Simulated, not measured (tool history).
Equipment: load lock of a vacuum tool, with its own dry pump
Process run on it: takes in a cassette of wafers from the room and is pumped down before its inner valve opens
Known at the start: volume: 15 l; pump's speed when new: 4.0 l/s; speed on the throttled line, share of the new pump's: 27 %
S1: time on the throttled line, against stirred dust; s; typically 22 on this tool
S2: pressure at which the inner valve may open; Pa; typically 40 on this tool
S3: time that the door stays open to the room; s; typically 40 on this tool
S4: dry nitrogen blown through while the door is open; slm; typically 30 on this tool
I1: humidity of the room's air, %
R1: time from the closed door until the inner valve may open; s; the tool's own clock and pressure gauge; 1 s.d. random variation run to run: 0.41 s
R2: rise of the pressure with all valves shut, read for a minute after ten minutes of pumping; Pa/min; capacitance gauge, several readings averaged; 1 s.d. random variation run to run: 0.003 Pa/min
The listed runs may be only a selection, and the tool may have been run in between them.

run	day	S1	S2	S3	S4	I1	R1	R2
1	0.000	22	40	40	30	46.7	46.4	0.032
2	3.042	22	40	40	30	45.5	45.8	0.025
3	7.100	22	40	40	30	42.6	45.4	0.026
4	11.100	22	40	40	30	44.7	45.2	0.021
5	13.929	22	40	40	30	42.4	46.1	0.023
6	17.496	22	40	40	30	44.0	45.4	0.026
7	20.262	22	40	40	30	45.5	45.9	0.027
8	22.479	22	40	44	30	42.4	45.4	0.020
9	26.721	22	40	40	30	48.9	45.6	0.029
10	30.696	20	78	40	6	46.3	41.0	0.033
11	33.588	20	78	40	6	44.0	41.9	0.036

The next listed run, before its measurement:
12	35.621	40	30	40	29	47.1	?	?

For run 12 the tool returned R1 59.8 s, R2 0.029 Pa/min.
Had the tool carried no hidden state, the very same run would have given R1 59.8 s, R2 0.029 Pa/min.
